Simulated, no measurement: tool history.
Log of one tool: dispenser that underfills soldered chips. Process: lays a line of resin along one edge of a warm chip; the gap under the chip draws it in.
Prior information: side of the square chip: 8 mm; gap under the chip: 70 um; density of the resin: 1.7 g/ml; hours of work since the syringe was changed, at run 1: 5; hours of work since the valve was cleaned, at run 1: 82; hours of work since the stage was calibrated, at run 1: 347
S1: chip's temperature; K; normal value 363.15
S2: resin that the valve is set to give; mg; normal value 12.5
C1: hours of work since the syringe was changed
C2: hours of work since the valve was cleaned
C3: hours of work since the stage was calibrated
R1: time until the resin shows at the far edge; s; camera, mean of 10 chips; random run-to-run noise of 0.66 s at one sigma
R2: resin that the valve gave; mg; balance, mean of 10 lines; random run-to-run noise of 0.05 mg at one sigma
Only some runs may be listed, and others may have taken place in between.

{"run": 1, "hour": 0.0, "S1": 363.15, "S2": 12.5, "C1": 5, "C2": 82, "C3": 347, "R1": 82.5, "R2": 12.07}
{"run": 2, "hour": 5.3, "S1": 357.15, "S2": 12.5, "C1": 9, "C2": 86, "C3": 351, "R1": 131.2, "R2": 12.0}
{"hour": 9.4, "done": "new syringe of resin"}
{"run": 3, "hour": 13.0, "S1": 374.15, "S2": 12.5, "C1": 3, "C2": 92, "C3": 356, "R1": 51.1, "R2": 12.03}
{"run": 4, "hour": 21.0, "S1": 351.15, "S2": 12.5, "C1": 9, "C2": 98, "C3": 363, "R1": 164.0, "R2": 11.93}
{"hour": 24.6, "done": "new syringe of resin"}
{"hour": 28.0, "done": "dispensing valve cleaned and set on the balance"}
{"run": 5, "hour": 29.7, "S1": 363.15, "S2": 12.5, "C1": 3, "C2": 1, "C3": 368, "R1": 71.0, "R2": 12.5}
{"run": 6, "hour": 40.2, "S1": 363.15, "S2": 15.7, "C1": 11, "C2": 9, "C3": 376, "R1": 123.8, "R2": 15.48}
{"hour": 41.1, "done": "new syringe of resin"}
{"run": 7, "hour": 51.4, "S1": 363.15, "S2": 15.7, "C1": 8, "C2": 18, "C3": 385, "R1": 98.6, "R2": 15.48}
{"hour": 56.9, "done": "new syringe of resin"}
{"run": 8, "hour": 58.7, "S1": 363.15, "S2": 11.3, "C1": 1, "C2": 23, "C3": 390, "R1": 62.7, "R2": 11.13}
{"run": 9, "hour": 68.8, "S1": 363.15, "S2": 11.3, "C1": 9, "C2": 31, "C3": 398, "R1": 111.4, "R2": 11.21}
{"hour": 72.5, "done": "new syringe of resin"}
{"run": 10, "hour": 78.0, "S1": 363.15, "S2": 11.3, "C1": 4, "C2": 38, "C3": 405, "R1": 79.0, "R2": 11.14}
{"run": 11, "hour": 85.1, "S1": 359.15, "S2": 12.5, "C1": 10, "C2": 43, "C3": 410, "R1": 129.3, "R2": 12.28}
{"hour": 87.6, "done": "new syringe of resin"}
{"run": 12, "hour": 95.8, "S1": 359.15, "S2": 11.9, "C1": 6, "C2": 51, "C3": 418, "R1": 104.3, "R2": 11.6}
{"run": 13, "hour": 100.7, "S1": 359.15, "S2": 11.9, "C1": 10, "C2": 55, "C3": 422, "R1": 134.3, "R2": 11.54}
{"hour": 103.3, "done": "new syringe of resin"}
{"run": 14, "hour": 106.9, "S1": 359.15, "S2": 11.9, "C1": 3, "C2": 60, "C3": 427, "R1": 80.0, "R2": 11.6}
{"run": 15, "hour": 112.8, "S1": 359.15, "S2": 11.9, "C1": 7, "C2": 64, "C3": 431, "R1": 109.9, "R2": 11.47}
{"hour": 118.8, "done": "new syringe of resin"}
{"run": 16, "hour": 123.2, "S1": 359.15, "S2": 11.9, "C1": 3, "C2": 72, "C3": 439, "R1": 81.7, "R2": 11.62}
{"run": 17, "hour": 128.6, "S1": 359.15, "S2": 11.9, "C1": 8, "C2": 76, "C3": 443, "R1": 112.7, "R2": 11.57}
{"hour": 134.5, "done": "new syringe of resin"}
{"run": 18, "hour": 139.7, "S1": 357.15, "S2": 12.5, "C1": 4, "C2": 85, "C3": 451, "R1": 91.8, "R2": 12.02}
{"run": 19, "hour": 145.8, "S1": 357.15, "S2": 12.5, "C1": 9, "C2": 89, "C3": 456, "R1": 128.6, "R2": 12.14}
{"hour": 150.1, "done": "new syringe of resin"}
{"run": 20, "hour": 154.7, "S1": 367.15, "S2": 12.4, "C1": 3, "C2": 96, "C3": 463, "R1": 65.8, "R2": 11.79}
{"hour": 164.1, "done": "dispensing valve cleaned and set on the balance"}
{"hour": 166.7, "done": "new syringe of resin"}
{"run": 21, "hour": 167.8, "S1": 367.15, "S2": 12.4, "C1": 1, "C2": 3, "C3": 472, "R1": 53.6, "R2": 12.29}
{"run": 22, "hour": 178.9, "S1": 368.15, "S2": 12.7, "C1": 9, "C2": 11, "C3": 481, "R1": 97.5, "R2": 12.74}

For run 23, what comes out?
{"hour": 182.2, "done": "new syringe of resin"}
{"run": 23, "hour": 190.1, "S1": 368.15, "S2": 12.7, "C1": 6, "C2": 20, "C3": 489, "R1": "?", "R2": "?"}

R1: 77.5 s
R2: 12.63 mg
Were there no unlogged condition in the tool, this run, its random variation unchanged, would have produced R1 51.2 s, R2 12.73 mg.
